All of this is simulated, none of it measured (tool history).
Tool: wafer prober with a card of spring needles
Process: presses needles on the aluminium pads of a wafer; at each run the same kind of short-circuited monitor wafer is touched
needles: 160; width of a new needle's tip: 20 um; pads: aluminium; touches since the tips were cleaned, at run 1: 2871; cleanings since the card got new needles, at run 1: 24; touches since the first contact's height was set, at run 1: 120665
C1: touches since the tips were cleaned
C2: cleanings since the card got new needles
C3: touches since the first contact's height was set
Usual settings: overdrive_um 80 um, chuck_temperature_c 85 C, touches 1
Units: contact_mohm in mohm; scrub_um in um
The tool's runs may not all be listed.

Run 1, hour 0.0: usual settings; C1 2871; C2 24; C3 120665. Result: contact_mohm 279 mohm, scrub_um 15.88 um.
At hour 4.4: tips cleaned on abrasive film.
Run 2, hour 9.3: usual settings; C1 2108; C2 25; C3 124613. Result: contact_mohm 278 mohm, scrub_um 15.88 um.
At hour 15.3: tips cleaned on abrasive film.
Run 3, hour 23.9: usual settings but overdrive_um 93 um; C1 3737; C2 26; C3 130884. Result: contact_mohm 273 mohm, scrub_um 18.49 um.
At hour 26.2: tips cleaned on abrasive film.
Run 4, hour 35.0: usual settings; C1 3771; C2 27; C3 135587. Result: contact_mohm 281 mohm, scrub_um 15.90 um.
At hour 37.0: tips cleaned on abrasive film.
At hour 47.6: tips cleaned on abrasive film.
Run 5, hour 47.6: usual settings; C1 0; C2 29; C3 140946. Result: contact_mohm 277 mohm, scrub_um 15.85 um.
Run 6, hour 56.8: usual settings; C1 3941; C2 29; C3 144887. Result: contact_mohm 279 mohm, scrub_um 15.87 um.
At hour 58.8: tips cleaned on abrasive film.
At hour 70.0: tips cleaned on abrasive film.
Run 7, hour 70.2: usual settings; C1 53; C2 31; C3 150577. Result: contact_mohm 275 mohm, scrub_um 15.81 um.
At hour 81.2: tips cleaned on abrasive film.
Run 8, hour 84.0: usual settings but chuck_temperature_c 64 C; C1 1223; C2 32; C3 156496. Result: contact_mohm 269 mohm, scrub_um 15.89 um.
At hour 91.9: tips cleaned on abrasive film.
Run 9, hour 92.9: usual settings but chuck_temperature_c 64 C; C1 439; C2 33; C3 160285. Result: contact_mohm 270 mohm, scrub_um 15.88 um.
Run 10, hour 100.9: usual settings but chuck_temperature_c 64 C; C1 3887; C2 33; C3 163733. Result: contact_mohm 270 mohm, scrub_um 15.96 um.
At hour 103.2: tips cleaned on abrasive film.
Run 11, hour 109.4: usual settings but overdrive_um 90 um; C1 2672; C2 34; C3 167332. Result: contact_mohm 275 mohm, scrub_um 17.92 um.
At hour 113.6: tips cleaned on abrasive film.
Run 12, hour 116.5: usual settings; C1 1265; C2 35; C3 170373. Result: contact_mohm 275 mohm, scrub_um 15.99 um.
At hour 124.4: tips cleaned on abrasive film.
Run 13, hour 126.1: usual settings; C1 728; C2 36; C3 174430. Result: contact_mohm 279 mohm, scrub_um 15.95 um.
At hour 135.1: tips cleaned on abrasive film.
Run 14, hour 140.8: usual settings; C1 2455; C2 37; C3 180736. Result: contact_mohm 274 mohm, scrub_um 15.92 um.
At hour 146.6: tips cleaned on abrasive film.
Run 15, hour 149.1: usual settings but chuck_temperature_c 41 C; C1 1096; C2 38; C3 184274. Result: contact_mohm 264 mohm, scrub_um 15.97 um.
At hour 157.0: tips cleaned on abrasive film.
Run 16, hour 163.7: usual settings but overdrive_um 89 um, chuck_temperature_c 41 C; C1 2861; C2 39; C3 190491. Result: contact_mohm 258 mohm, scrub_um 17.79 um.
At hour 167.9: tips cleaned on abrasive film.
Run 17, hour 178.2: usual settings but overdrive_um 89 um, chuck_temperature_c 41 C; C1 4417; C2 40; C3 196707. Result: contact_mohm 261 mohm, scrub_um 17.80 um.
At hour 179.2: tips cleaned on abrasive film.
Run 18, hour 185.9: usual settings but overdrive_um 63 um, chuck_temperature_c 54 C; C1 2890; C2 41; C3 200003. Result: contact_mohm 274 mohm, scrub_um 12.59 um.
At hour 190.4: tips cleaned on abrasive film.
At hour 200.8: tips cleaned on abrasive film.
Run 19, hour 201.6: usual settings but overdrive_um 62 um, chuck_temperature_c 72 C; C1 352; C2 43; C3 206669. Result: contact_mohm 276 mohm, scrub_um 12.42 um.
At hour 207.1: height of the first contact set anew.
At hour 212.6: tips cleaned on abrasive film.
Run 20, hour 217.0: usual settings but overdrive_um 62 um, chuck_temperature_c 72 C; C1 1889; C2 44; C3 4223. Result: contact_mohm 277 mohm, scrub_um 12.39 um.
At hour 223.1: tips cleaned on abrasive film.
Run 21, hour 227.4: usual settings but touches 2; C1 1854; C2 45; C3 8666. Result: contact_mohm 275 mohm, scrub_um 16.02 um.
At hour 234.1: tips cleaned on abrasive film.
Run 22, hour 241.5: usual settings but overdrive_um 78 um; C1 3218; C2 46; C3 14701. Result: contact_mohm 279 mohm, scrub_um 15.57 um.
At hour 244.9: tips cleaned on abrasive film.
Run 23, hour 251.5: usual settings but overdrive_um 78 um; C1 2848; C2 47; C3 18946. Result: contact_mohm 277 mohm, scrub_um 15.57 um.
At hour 256.3: tips cleaned on abrasive film.
Run 24, hour 261.9: usual settings but overdrive_um 78 um; C1 2416; C2 48; C3 23399. Result: contact_mohm 276 mohm, scrub_um 15.63 um.
At hour 267.5: tips cleaned on abrasive film.
Run 25, hour 273.4: usual settings but overdrive_um 78 um; C1 2556; C2 49; C3 28307. Result: contact_mohm 278 mohm, scrub_um 15.63 um.
At hour 278.1: tips cleaned on abrasive film.
Run 26, hour 285.1: usual settings but overdrive_um 78 um; C1 3006; C2 50; C3 33288. Result: contact_mohm 274 mohm, scrub_um 15.65 um.
At hour 288.7: tips cleaned on abrasive film.
At hour 296.5: gauge calibrated.
Run 27, hour 297.7: usual settings but overdrive_um 65 um, chuck_temperature_c 98 C; C1 3881; C2 51; C3 38696. Result: contact_mohm 282 mohm, scrub_um 12.88 um.
At hour 300.4: tips cleaned on abrasive film.
At hour 310.8: tips cleaned on abrasive film.
Run 28, hour 313.0: usual settings but overdrive_um 72 um, chuck_temperature_c 29 C; C1 944; C2 53; C3 45184. Result: contact_mohm 260 mohm, scrub_um 14.29 um.
At hour 322.2: tips cleaned on abrasive film.
Run 29, hour 325.3: usual settings but overdrive_um 72 um, chuck_temperature_c 60 C, touches 2; C1 1362; C2 54; C3 50449. Result: contact_mohm 267 mohm, scrub_um 14.33 um.
At hour 333.9: tips cleaned on abrasive film.
Run 30, hour 338.8: usual settings but overdrive_um 67 um; C1 2105; C2 55; C3 56185. Result: contact_mohm 286 mohm, scrub_um 13.26 um.
At hour 344.4: tips cleaned on abrasive film.
Run 31, hour 352.3: usual settings but chuck_temperature_c 51 C; C1 3406; C2 56; C3 61977. Result: contact_mohm 271 mohm, scrub_um 15.92 um.
At hour 355.6: tips cleaned on abrasive film.
Run 32, hour 360.2: usual settings but chuck_temperature_c 51 C; C1 2012; C2 57; C3 65343. Result: contact_mohm 265 mohm, scrub_um 15.87 um.
At hour 366.2: tips cleaned on abrasive film.
Run 33, hour 374.7: usual settings but chuck_temperature_c 51 C; C1 3650; C2 58; C3 71529. Result: contact_mohm 268 mohm, scrub_um 15.97 um.

Hidden state at the last listed run before each entry between runs and at the first one after, where it differs:
Between runs 1 and 2: tips cleaned on abrasive film (hour 4.4)
  debris on the tips, nm: 0.5 -> 0.4; drift of the gauge itself on scrub_um, %: 0 -> 0.03
  measured less the result without the state, scrub_um: +0.00 -> +0.00 um
Between runs 2 and 3: tips cleaned on abrasive film (hour 15.3)
  debris on the tips, nm: 0.4 -> 0.5; drift of the gauge itself on scrub_um, %: 0.03 -> 0.08
  measured less the result without the state, scrub_um: +0.00 -> +0.02 um
Between runs 3 and 4: tips cleaned on abrasive film (hour 26.2)
  drift of the gauge itself on scrub_um, %: 0.08 -> 0.12
  measured less the result without the state, scrub_um: +0.02 -> +0.01 um
Between runs 4 and 5: tips cleaned on abrasive film (hour 37.0); tips cleaned on abrasive film (hour 47.6)
  debris on the tips, nm: 0.5 -> 0; drift of the gauge itself on scrub_um, %: 0.12 -> 0.17
  measured less the result without the state, scrub_um: +0.01 -> +0.03 um
Between runs 6 and 7: tips cleaned on abrasive film (hour 58.8); tips cleaned on abrasive film (hour 70.0)
  debris on the tips, nm: 0.5 -> 0.1; drift of the gauge itself on scrub_um, %: 0.2 -> 0.25
  measured less the result without the state, scrub_um: +0.03 -> +0.04 um
Between runs 7 and 8: tips cleaned on abrasive film (hour 81.2)
  debris on the tips, nm: 0.1 -> 0.3; drift of the gauge itself on scrub_um, %: 0.25 -> 0.29
  measured less the result without the state, scrub_um: +0.04 -> +0.05 um
Between runs 8 and 9: tips cleaned on abrasive film (hour 91.9)
  debris on the tips, nm: 0.3 -> 0.1; drift of the gauge itself on scrub_um, %: 0.29 -> 0.33
  measured less the result without the state, scrub_um: +0.05 -> +0.05 um
Between runs 10 and 11: tips cleaned on abrasive film (hour 103.2)
  debris on the tips, nm: 0.5 -> 0.4; drift of the gauge itself on scrub_um, %: 0.35 -> 0.38
  measured less the result without the state, scrub_um: +0.06 -> +0.07 um
Between runs 11 and 12: tips cleaned on abrasive film (hour 113.6)
  debris on the tips, nm: 0.4 -> 0.3; drift of the gauge itself on scrub_um, %: 0.38 -> 0.41
  measured less the result without the state, scrub_um: +0.07 -> +0.07 um
Between runs 12 and 13: tips cleaned on abrasive film (hour 124.4)
  debris on the tips, nm: 0.3 -> 0.2; drift of the gauge itself on scrub_um, %: 0.41 -> 0.44
  measured less the result without the state, scrub_um: +0.07 -> +0.07 um
Between runs 13 and 14: tips cleaned on abrasive film (hour 135.1)
  debris on the tips, nm: 0.2 -> 0.4; drift of the gauge itself on scrub_um, %: 0.44 -> 0.49
  measured less the result without the state, scrub_um: +0.07 -> +0.08 um
Between runs 14 and 15: tips cleaned on abrasive film (hour 146.6)
  debris on the tips, nm: 0.4 -> 0.3; drift of the gauge itself on scrub_um, %: 0.49 -> 0.52
  measured less the result without the state, scrub_um: +0.08 -> +0.08 um
Between runs 15 and 16: tips cleaned on abrasive film (hour 157.0)
  debris on the tips, nm: 0.3 -> 0.5; drift of the gauge itself on scrub_um, %: 0.52 -> 0.57
  measured less the result without the state, scrub_um: +0.08 -> +0.10 um
Between runs 16 and 17: tips cleaned on abrasive film (hour 167.9)
  debris on the tips, nm: 0.5 -> 0.6; drift of the gauge itself on scrub_um, %: 0.57 -> 0.62
  measured less the result without the state, scrub_um: +0.10 -> +0.11 um
Between runs 17 and 18: tips cleaned on abrasive film (hour 179.2)
  debris on the tips, nm: 0.6 -> 0.5; drift of the gauge itself on scrub_um, %: 0.62 -> 0.65
  measured less the result without the state, scrub_um: +0.11 -> +0.08 um
Between runs 18 and 19: tips cleaned on abrasive film (hour 190.4); tips cleaned on abrasive film (hour 200.8)
  debris on the tips, nm: 0.5 -> 0.1; drift of the gauge itself on scrub_um, %: 0.65 -> 0.71
  measured less the result without the state, scrub_um: +0.08 -> +0.09 um
Between runs 19 and 20: height of the first contact set anew (hour 207.1); tips cleaned on abrasive film (hour 212.6)
  debris on the tips, nm: 0.1 -> 0.4; way that the needles fall short of the set height, um: 0.01 -> 0; drift of the gauge itself on scrub_um, %: 0.71 -> 0.76
  measured less the result without the state, scrub_um: +0.09 -> +0.09 um
Between runs 20 and 21: tips cleaned on abrasive film (hour 223.1)
  drift of the gauge itself on scrub_um, %: 0.76 -> 0.8
  measured less the result without the state, scrub_um: +0.09 -> +0.13 um
Between runs 21 and 22: tips cleaned on abrasive film (hour 234.1)
  debris on the tips, nm: 0.4 -> 0.5; drift of the gauge itself on scrub_um, %: 0.8 -> 0.85
  measured less the result without the state, scrub_um: +0.13 -> +0.13 um
Between runs 22 and 23: tips cleaned on abrasive film (hour 244.9)
  drift of the gauge itself on scrub_um, %: 0.85 -> 0.88
  measured less the result without the state, scrub_um: +0.13 -> +0.14 um
Between runs 23 and 24: tips cleaned on abrasive film (hour 256.3)
  debris on the tips, nm: 0.5 -> 0.4; drift of the gauge itself on scrub_um, %: 0.88 -> 0.92
  measured less the result without the state, scrub_um: +0.14 -> +0.14 um
Between runs 24 and 25: tips cleaned on abrasive film (hour 267.5)
  debris on the tips, nm: 0.4 -> 0.5; drift of the gauge itself on scrub_um, %: 0.92 -> 0.96
  measured less the result without the state, scrub_um: +0.14 -> +0.15 um
Between runs 25 and 26: tips cleaned on abrasive film (hour 278.1)
  drift of the gauge itself on scrub_um, %: 0.96 -> 1
  measured less the result without the state, scrub_um: +0.15 -> +0.16 um
Between runs 26 and 27: tips cleaned on abrasive film (hour 288.7); gauge calibrated (hour 296.5)
  debris on the tips, nm: 0.5 -> 0.6; drift of the gauge itself on scrub_um, %: 1 -> 0
  measured less the result without the state, scrub_um: +0.16 -> +0.00 um
Between runs 27 and 28: tips cleaned on abrasive film (hour 300.4); tips cleaned on abrasive film (hour 310.8)
  debris on the tips, nm: 0.6 -> 0.3; drift of the gauge itself on scrub_um, %: 0 -> 0.06
  measured less the result without the state, scrub_um: +0.00 -> +0.00 um
Between runs 28 and 29: tips cleaned on abrasive film (hour 322.2)
  drift of the gauge itself on scrub_um, %: 0.06 -> 0.1
  measured less the result without the state, scrub_um: +0.00 -> +0.01 um
Between runs 29 and 30: tips cleaned on abrasive film (hour 333.9)
  debris on the tips, nm: 0.3 -> 0.4; drift of the gauge itself on scrub_um, %: 0.1 -> 0.15
  measured less the result without the state, scrub_um: +0.01 -> +0.02 um
Between runs 30 and 31: tips cleaned on abrasive film (hour 344.4)
  debris on the tips, nm: 0.4 -> 0.5; drift of the gauge itself on scrub_um, %: 0.15 -> 0.2
  measured less the result without the state, scrub_um: +0.02 -> +0.03 um
Between runs 31 and 32: tips cleaned on abrasive film (hour 355.6)
  debris on the tips, nm: 0.5 -> 0.4; drift of the gauge itself on scrub_um, %: 0.2 -> 0.22
  measured less the result without the state, scrub_um: +0.03 -> +0.04 um
Between runs 32 and 33: tips cleaned on abrasive film (hour 366.2)
  debris on the tips, nm: 0.4 -> 0.5; drift of the gauge itself on scrub_um, %: 0.22 -> 0.27
  measured less the result without the state, scrub_um: +0.04 -> +0.05 um
